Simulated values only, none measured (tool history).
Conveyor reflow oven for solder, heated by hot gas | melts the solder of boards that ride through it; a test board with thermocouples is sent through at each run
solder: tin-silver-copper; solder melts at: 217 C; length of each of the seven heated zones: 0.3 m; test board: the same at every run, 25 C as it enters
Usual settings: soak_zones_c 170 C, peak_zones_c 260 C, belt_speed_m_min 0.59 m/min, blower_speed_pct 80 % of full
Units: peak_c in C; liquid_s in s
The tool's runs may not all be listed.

run 1 hour=0 | soak_zones_c=170 peak_zones_c=260 belt_speed_m_min=0.59 blower_speed_pct=80 | peak_c=245.19 liquid_s=40.14
run 2 hour=16.6 | soak_zones_c=170 peak_zones_c=260 belt_speed_m_min=0.59 blower_speed_pct=65 | peak_c=240.95 liquid_s=35.49
run 3 hour=53.1 | soak_zones_c=170 peak_zones_c=260 belt_speed_m_min=0.59 blower_speed_pct=80 | peak_c=245.03 liquid_s=39.97
run 4 hour=71.1 | soak_zones_c=170 peak_zones_c=253 belt_speed_m_min=0.59 blower_speed_pct=80 | peak_c=239.3 liquid_s=35.31
run 5 hour=95.3 | soak_zones_c=170 peak_zones_c=253 belt_speed_m_min=0.59 blower_speed_pct=80 | peak_c=239.1 liquid_s=35.34
run 6 hour=122 | soak_zones_c=183 peak_zones_c=266 belt_speed_m_min=0.59 blower_speed_pct=80 | peak_c=252.56 liquid_s=48.56
run 7 hour=159.7 | soak_zones_c=161 peak_zones_c=253 belt_speed_m_min=0.499 blower_speed_pct=64 | peak_c=238.25 liquid_s=38.54
run 8 hour=176.7 | soak_zones_c=161 peak_zones_c=271 belt_speed_m_min=0.499 blower_speed_pct=60 | peak_c=252.63 liquid_s=50.12
-- hour=198.1 flux residue cleaned out of gas plates and filters
run 9 hour=215.9 | soak_zones_c=170 peak_zones_c=254 belt_speed_m_min=0.59 blower_speed_pct=80 | peak_c=241.13 liquid_s=37.59
run 10 hour=244.7 | soak_zones_c=181 peak_zones_c=260 belt_speed_m_min=0.59 blower_speed_pct=51 | peak_c=239.12 liquid_s=36.06

4 ways to go on from here, each from the tool as it stands after run 10. What would each give?
run A hour=277.7 | soak_zones_c=168 peak_zones_c=260 belt_speed_m_min=0.502 blower_speed_pct=80 | peak_c=? liquid_s=?
run B hour=277.7 | soak_zones_c=170 peak_zones_c=260 belt_speed_m_min=0.613 blower_speed_pct=87 | peak_c=? liquid_s=?
run C hour=277.7 | soak_zones_c=185 peak_zones_c=259 belt_speed_m_min=0.59 blower_speed_pct=51 | peak_c=? liquid_s=?
run D hour=277.7 | soak_zones_c=171 peak_zones_c=260 belt_speed_m_min=0.62 blower_speed_pct=64 | peak_c=? liquid_s=?

run=A peak_c=250.49 liquid_s=52.34
run=B peak_c=246.8 liquid_s=40.05
run=C peak_c=239.35 liquid_s=37.72
run=D peak_c=240.04 liquid_s=33.13
Without the tool's hidden state the same runs would have given:
run=A peak_c=249.39 liquid_s=51.57
run=B peak_c=245.82 liquid_s=39.4
run=C peak_c=238.37 liquid_s=36.75
run=D peak_c=239.09 liquid_s=32.3
